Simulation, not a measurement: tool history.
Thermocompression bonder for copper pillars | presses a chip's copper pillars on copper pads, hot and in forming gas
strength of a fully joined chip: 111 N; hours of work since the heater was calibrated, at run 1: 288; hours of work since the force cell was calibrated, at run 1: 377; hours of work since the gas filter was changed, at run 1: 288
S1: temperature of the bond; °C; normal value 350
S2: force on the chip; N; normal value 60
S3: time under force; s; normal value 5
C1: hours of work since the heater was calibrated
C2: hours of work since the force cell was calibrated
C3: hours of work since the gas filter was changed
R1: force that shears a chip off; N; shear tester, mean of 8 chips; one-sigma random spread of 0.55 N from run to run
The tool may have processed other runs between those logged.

{"run": 1, "hour": 0.0, "S1": 350, "S2": 60, "S3": 5, "C1": 288, "C2": 377, "C3": 288, "R1": 42}
{"run": 2, "hour": 23.4, "S1": 350, "S2": 60, "S3": 5, "C1": 306, "C2": 394, "C3": 306, "R1": 42.3}
{"run": 3, "hour": 40.6, "S1": 350, "S2": 60, "S3": 5, "C1": 318, "C2": 407, "C3": 318, "R1": 41.2}
{"run": 4, "hour": 70.5, "S1": 350, "S2": 60, "S3": 5, "C1": 341, "C2": 429, "C3": 341, "R1": 41.8}
{"run": 5, "hour": 97.1, "S1": 350, "S2": 60, "S3": 5, "C1": 360, "C2": 448, "C3": 360, "R1": 42.3}
{"run": 6, "hour": 124.5, "S1": 350, "S2": 60, "S3": 5, "C1": 381, "C2": 469, "C3": 381, "R1": 42.3}
{"hour": 139.9, "done": "forming gas filter changed"}
{"run": 7, "hour": 142.5, "S1": 350, "S2": 60, "S3": 5, "C1": 394, "C2": 482, "C3": 2, "R1": 42.6}
{"run": 8, "hour": 156.4, "S1": 350, "S2": 60, "S3": 5, "C1": 404, "C2": 492, "C3": 12, "R1": 41.6}
{"run": 9, "hour": 184.8, "S1": 350, "S2": 60, "S3": 5, "C1": 425, "C2": 513, "C3": 33, "R1": 42.2}
{"run": 10, "hour": 211.9, "S1": 350, "S2": 60, "S3": 5, "C1": 445, "C2": 533, "C3": 53, "R1": 41.7}
{"run": 11, "hour": 242.8, "S1": 350, "S2": 60, "S3": 5, "C1": 468, "C2": 556, "C3": 76, "R1": 41.7}
{"run": 12, "hour": 261.4, "S1": 350, "S2": 60, "S3": 5, "C1": 482, "C2": 570, "C3": 90, "R1": 42.7}
{"run": 13, "hour": 286.2, "S1": 350, "S2": 60, "S3": 5, "C1": 500, "C2": 588, "C3": 108, "R1": 42.8}
{"run": 14, "hour": 306.1, "S1": 350, "S2": 60, "S3": 5, "C1": 515, "C2": 603, "C3": 123, "R1": 41.9}
{"run": 15, "hour": 319.5, "S1": 350, "S2": 60, "S3": 5, "C1": 525, "C2": 613, "C3": 133, "R1": 41.8}
{"run": 16, "hour": 346.8, "S1": 350, "S2": 77, "S3": 5, "C1": 545, "C2": 633, "C3": 153, "R1": 53.4}
{"run": 17, "hour": 374.8, "S1": 350, "S2": 77, "S3": 5, "C1": 566, "C2": 654, "C3": 174, "R1": 54.4}
{"run": 18, "hour": 388.9, "S1": 350, "S2": 77, "S3": 5, "C1": 576, "C2": 664, "C3": 184, "R1": 53.6}
{"run": 19, "hour": 403.6, "S1": 350, "S2": 77, "S3": 5, "C1": 587, "C2": 675, "C3": 195, "R1": 54.2}
{"run": 20, "hour": 434.3, "S1": 364, "S2": 60, "S3": 5, "C1": 610, "C2": 698, "C3": 218, "R1": 48.6}
{"run": 21, "hour": 464.4, "S1": 337, "S2": 58, "S3": 3, "C1": 632, "C2": 720, "C3": 240, "R1": 27.5}
{"run": 22, "hour": 484.1, "S1": 350, "S2": 43, "S3": 5, "C1": 647, "C2": 735, "C3": 255, "R1": 30.1}
{"run": 23, "hour": 500.0, "S1": 350, "S2": 43, "S3": 5, "C1": 658, "C2": 747, "C3": 267, "R1": 30.1}
{"run": 24, "hour": 528.7, "S1": 339, "S2": 60, "S3": 5, "C1": 680, "C2": 768, "C3": 288, "R1": 36.9}
{"run": 25, "hour": 552.7, "S1": 339, "S2": 60, "S3": 5, "C1": 697, "C2": 786, "C3": 306, "R1": 37.2}
{"run": 26, "hour": 568.8, "S1": 339, "S2": 60, "S3": 5, "C1": 709, "C2": 797, "C3": 318, "R1": 37.1}
{"run": 27, "hour": 591.6, "S1": 350, "S2": 84, "S3": 3, "C1": 726, "C2": 814, "C3": 335, "R1": 47.2}
{"run": 28, "hour": 615.8, "S1": 352, "S2": 86, "S3": 7, "C1": 744, "C2": 832, "C3": 353, "R1": 66.8}
{"run": 29, "hour": 645.3, "S1": 376, "S2": 60, "S3": 5, "C1": 766, "C2": 854, "C3": 374, "R1": 54.2}
{"run": 30, "hour": 665.3, "S1": 376, "S2": 60, "S3": 5, "C1": 781, "C2": 869, "C3": 389, "R1": 53.7}
{"hour": 668.4, "done": "forming gas filter changed"}
{"run": 31, "hour": 684.2, "S1": 334, "S2": 88, "S3": 5, "C1": 794, "C2": 883, "C3": 12, "R1": 50.6}
{"run": 32, "hour": 712.3, "S1": 334, "S2": 88, "S3": 5, "C1": 815, "C2": 903, "C3": 33, "R1": 50.6}
{"run": 33, "hour": 729.2, "S1": 342, "S2": 75, "S3": 12, "C1": 828, "C2": 916, "C3": 45, "R1": 64.7}
{"run": 34, "hour": 743.4, "S1": 350, "S2": 38, "S3": 6, "C1": 838, "C2": 926, "C3": 56, "R1": 27.2}

Hidden condition of the tool, last listed run before each entry between runs versus first listed run after:
From run 6 to run 7: forming gas filter changed (hour 139.9)
  oxide that the forming gas leaves, % of the face: 0.87 -> 0.5
From run 30 to run 31: forming gas filter changed (hour 668.4)
  oxide that the forming gas leaves, % of the face: 0.87 -> 0.51

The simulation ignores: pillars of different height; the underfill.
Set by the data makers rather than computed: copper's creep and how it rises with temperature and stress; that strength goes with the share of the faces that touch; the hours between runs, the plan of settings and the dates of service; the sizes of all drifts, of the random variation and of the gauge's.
